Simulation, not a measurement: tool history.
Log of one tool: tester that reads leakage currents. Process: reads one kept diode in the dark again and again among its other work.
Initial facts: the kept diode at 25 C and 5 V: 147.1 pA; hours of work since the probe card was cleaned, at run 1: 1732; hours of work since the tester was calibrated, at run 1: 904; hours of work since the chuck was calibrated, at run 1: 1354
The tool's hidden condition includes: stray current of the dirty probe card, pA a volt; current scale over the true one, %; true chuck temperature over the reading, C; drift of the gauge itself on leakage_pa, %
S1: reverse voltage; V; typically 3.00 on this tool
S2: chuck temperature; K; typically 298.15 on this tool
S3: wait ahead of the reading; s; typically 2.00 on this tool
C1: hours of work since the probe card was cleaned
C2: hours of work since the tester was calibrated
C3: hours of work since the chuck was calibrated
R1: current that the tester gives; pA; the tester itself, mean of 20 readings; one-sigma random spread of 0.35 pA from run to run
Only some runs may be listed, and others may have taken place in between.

run,hour,S1,S2,S3,C1,C2,C3,R1
1,0.0,3.00,298.15,2.00,1732,904,1354,114.49
2,38.6,3.00,298.15,2.00,1760,931,1381,113.94
3,60.1,3.00,298.15,2.00,1775,946,1397,114.70
# hour 67.0: probe card cleaned and baked
4,106.2,3.00,298.15,2.00,28,977,1427,113.91
5,150.6,3.00,298.15,9.34,59,1008,1458,114.19
6,181.7,2.18,298.15,9.34,81,1030,1480,96.99
7,217.2,3.00,298.15,2.00,106,1055,1505,114.22
8,259.1,3.00,298.15,2.00,136,1085,1535,113.56
9,295.0,3.00,298.15,2.00,161,1110,1560,114.01
10,328.5,3.43,298.15,2.00,185,1134,1584,122.34
11,359.0,3.43,298.15,2.00,206,1155,1606,121.82
12,391.3,3.43,298.15,2.00,229,1178,1628,121.94
13,430.7,3.00,298.15,2.00,257,1206,1656,114.63
14,449.6,3.00,298.15,2.00,270,1219,1670,114.08
15,486.4,3.00,298.15,2.00,296,1245,1696,113.70
16,529.7,3.00,298.15,2.00,327,1276,1726,113.20
17,568.1,3.00,293.15,2.00,354,1303,1753,77.57
18,586.5,8.65,319.15,1.60,367,1316,1766,843.90
19,625.0,1.11,303.15,2.95,394,1343,1793,99.01
20,663.3,1.11,319.15,2.95,421,1370,1820,298.68
21,685.4,1.11,319.15,2.95,437,1386,1836,298.64
22,724.3,1.06,319.15,0.92,464,1413,1864,292.24
23,748.9,7.87,319.15,0.75,482,1431,1881,802.27
24,766.7,7.96,319.15,1.83,494,1443,1894,807.52
25,800.7,7.07,308.15,4.72,518,1467,1918,363.14
26,828.6,7.07,307.15,4.64,538,1487,1937,337.14
27,871.1,1.04,307.15,4.64,568,1517,1967,128.23
28,889.7,3.00,330.15,0.47,581,1530,1980,988.86
29,928.2,5.47,307.15,0.68,608,1557,2008,297.31
30,964.6,4.09,307.15,9.48,634,1583,2033,256.46
31,989.8,4.09,307.15,9.48,652,1601,2051,254.93
32,1008.9,5.26,323.15,1.12,665,1614,2065,846.08
33,1051.5,1.18,314.15,2.87,695,1644,2095,221.64
34,1095.8,3.00,300.15,0.30,727,1676,2126,133.73

How would selected steps in R1 from run to run divide? Give the signed amount a tool lacking its hidden state would still show from settings, what came in and random variation, and the signed amount left for the hidden state, including any gauge scatter that is not in both of the compared results.
Run 17 -> 18: S1 3.00 -> 8.65, S2 293.15 -> 319.15, S3 2.00 -> 1.60. R1 +766.33 pA: hidden state +0.69, all else +765.64.
Run 18 -> 19: S1 8.65 -> 1.11, S2 319.15 -> 303.15, S3 1.60 -> 2.95. R1 -744.89 pA: hidden state -0.68, all else -744.21.
Run 27 -> 28: S1 1.04 -> 3.00, S2 307.15 -> 330.15, S3 4.64 -> 0.47. R1 +860.63 pA: hidden state +0.75, all else +859.88.
